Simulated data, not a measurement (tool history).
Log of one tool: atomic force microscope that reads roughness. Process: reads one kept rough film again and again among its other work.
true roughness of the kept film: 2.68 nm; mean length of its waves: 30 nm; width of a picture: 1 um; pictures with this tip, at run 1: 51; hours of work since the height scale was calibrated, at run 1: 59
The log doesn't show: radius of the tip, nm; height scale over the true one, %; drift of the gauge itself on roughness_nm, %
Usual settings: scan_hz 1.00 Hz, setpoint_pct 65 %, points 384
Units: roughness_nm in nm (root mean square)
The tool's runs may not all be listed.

| run | hour | scan_hz | setpoint_pct | points | pictures with this tip | hours of work since the height scale was calibrated | roughness_nm |
|---|---|---|---|---|---|---|---|
| 1 | 0.0 | 1.00 | 65 | 384 | 51 | 59 | 2.335 |
| 2 | 6.3 | 1.00 | 65 | 384 | 55 | 61 | 2.332 |
| 3 | 15.0 | 1.00 | 69 | 384 | 62 | 65 | 2.313 |
| 4 | 28.2 | 1.00 | 65 | 384 | 72 | 71 | 2.322 |
| 5 | 36.1 | 1.00 | 65 | 384 | 78 | 75 | 2.326 |
| 6 | 45.5 | 1.00 | 64 | 384 | 86 | 79 | 2.340 |
| 7 | 53.3 | 1.00 | 65 | 384 | 92 | 82 | 2.323 |
| 8 | 63.8 | 1.00 | 65 | 384 | 100 | 87 | 2.321 |
|  | 65.9 | new tip fitted |
| 9 | 73.0 | 1.00 | 65 | 384 | 5 | 91 | 2.342 |
| 10 | 82.9 | 1.00 | 61 | 384 | 13 | 95 | 2.374 |
| 11 | 91.9 | 1.00 | 65 | 384 | 20 | 99 | 2.323 |
| 12 | 99.6 | 2.67 | 86 | 735 | 26 | 102 | 1.741 |
| 13 | 108.0 | 0.60 | 84 | 270 | 32 | 106 | 2.237 |
| 14 | 117.2 | 1.00 | 56 | 493 | 39 | 110 | 2.408 |
| 15 | 127.3 | 1.89 | 56 | 493 | 47 | 115 | 2.347 |
| 16 | 136.0 | 0.78 | 83 | 339 | 54 | 118 | 2.219 |
| 17 | 144.4 | 0.61 | 64 | 581 | 60 | 122 | 2.386 |
| 18 | 151.3 | 0.72 | 65 | 321 | 66 | 125 | 2.354 |
| 19 | 163.3 | 1.00 | 60 | 388 | 75 | 130 | 2.358 |
| 20 | 169.7 | 1.00 | 65 | 479 | 80 | 133 | 2.350 |
| 21 | 178.2 | 3.74 | 60 | 384 | 86 | 137 | 2.146 |

4 ways to go on from here, each from the tool as it stands after run 21. What would each give?
| A | 189.5 | 2.04 | 80 | 684 | 95 | 142 | ? |
| B | 189.5 | 1.15 | 60 | 607 | 95 | 142 | ? |
| C | 189.5 | 3.60 | 65 | 384 | 95 | 142 | ? |
| D | 189.5 | 0.97 | 75 | 266 | 95 | 142 | ? |

| run | roughness_nm |
|---|---|
| A | 2.002 |
| B | 2.370 |
| C | 2.079 |
| D | 2.229 |
Without the tool's hidden state the same runs would have given:
| run | roughness_nm |
|---|---|
| A | 2.006 |
| B | 2.375 |
| C | 2.083 |
| D | 2.233 |
